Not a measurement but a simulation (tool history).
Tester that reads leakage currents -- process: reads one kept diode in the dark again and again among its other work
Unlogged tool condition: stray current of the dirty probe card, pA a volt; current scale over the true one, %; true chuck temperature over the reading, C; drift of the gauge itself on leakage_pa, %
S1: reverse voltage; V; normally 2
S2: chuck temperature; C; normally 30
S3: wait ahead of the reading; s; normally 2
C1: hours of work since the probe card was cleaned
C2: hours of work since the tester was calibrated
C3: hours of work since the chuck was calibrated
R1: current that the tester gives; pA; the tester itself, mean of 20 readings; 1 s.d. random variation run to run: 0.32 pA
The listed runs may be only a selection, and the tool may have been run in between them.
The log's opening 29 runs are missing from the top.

run      day     S1  S2    S3    C1    C2    C3       R1
 30  200.129  10.61  41  1.68   884  2533   884   501.61
     205.233  -- probe card cleaned and baked, once more
 31   206.75  10.61  41  1.68    25  2642   994   477.77
 32  210.971      2  54     2    96  2713  1064   596.86
 33  219.196      2  54     2   235  2851  1203   604.34
 34  228.883   4.29  53  0.31   397  3014  1365   769.55
 35    234.4    4.9  53  0.44   490  3106  1458   815.59
 36  244.308    4.9  53  0.44   656  3273  1624   827.32
 37  249.975   2.34  24  8.17   751  3368  1720     80.7
 38  258.475   2.34  24  8.17   894  3511  1862    81.66
 39  265.662   4.63  55  1.31  1015  3631  1983      937
     268.658  -- chuck's temperature calibrated
 40  274.429   8.57  59  1.31  1161  3777    97  1352.91

Predict each of these 3 candidate next runs independently; none follows another, all start after run 40:
  A  283.529   7.27  30  0.94  1314  3930  250   ?
  B  283.529  15.58  41  1.05  1314  3930  250   ?
  C  283.529   5.68  23  2.26  1314  3930  250   ?

run      R1
  A  179.46
  B  533.22
  C   95.64
Had the tool no hidden state, the same runs would have come out as:
run      R1
  A  176.09
  B     528
  C   92.54
